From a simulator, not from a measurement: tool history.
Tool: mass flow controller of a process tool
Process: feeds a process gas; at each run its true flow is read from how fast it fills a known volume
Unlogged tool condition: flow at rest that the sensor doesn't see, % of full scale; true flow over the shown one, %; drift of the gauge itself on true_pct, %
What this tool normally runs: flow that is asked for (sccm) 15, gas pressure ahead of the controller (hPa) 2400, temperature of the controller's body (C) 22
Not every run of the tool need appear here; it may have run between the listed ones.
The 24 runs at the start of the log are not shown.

run      day  flow that is asked for (sccm)  gas pressure ahead of the controller (hPa)  temperature of the controller's body (C)  hours of work since the controller was set to zero  hours of work since the controller was changed  true flow (%)
 25   66.429                             19                                        2400                                        27                                                1353                                            1353          98.74
 26   69.446                             19                                        2400                                        27                                                1404                                            1404          98.87
 27    71.95                              9                                        2760                                        26                                                1446                                            1446           99.4
 28   73.679                              9                                        2760                                        26                                                1475                                            1475          99.27
 29   76.229                             38                                        2400                                        22                                                1518                                            1518         100.24
 30   79.529                             38                                        2400                                        21                                                1574                                            1574         100.51
 31   82.142                             38                                        2400                                        21                                                1618                                            1618         100.34
 32   85.683                             38                                        2400                                        21                                                1678                                            1678          100.5
 33   87.475                              5                                        2290                                        26                                                1708                                            1708         100.56
 34   90.767                             27                                        2290                                        24                                                1763                                            1763          99.44
 35     93.6                             21                                        1490                                        25                                                1811                                            1811          98.78
 36   96.842                              6                                        1780                                        22                                                1866                                            1866         100.44
 37  100.221                              6                                        1780                                        22                                                1923                                            1923         100.56
 38  101.921                             27                                        1490                                        28                                                1952                                            1952          98.69

Alternative continuations, all from the tool just after run 38; predict every row:
  A  104.088                             12                                        1490                                        28                                                1988                                            1988              ?
  B  104.088                             27                                        1980                                        31                                                1988                                            1988              ?
  C  104.088                             34                                        2120                                        22                                                1988                                            1988              ?

run  true flow (%)
  A          98.69
  B          98.57
  C          99.93
With no hidden state in the tool, these same runs would have given:
run  true flow (%)
  A          97.03
  B          97.78
  C          99.28
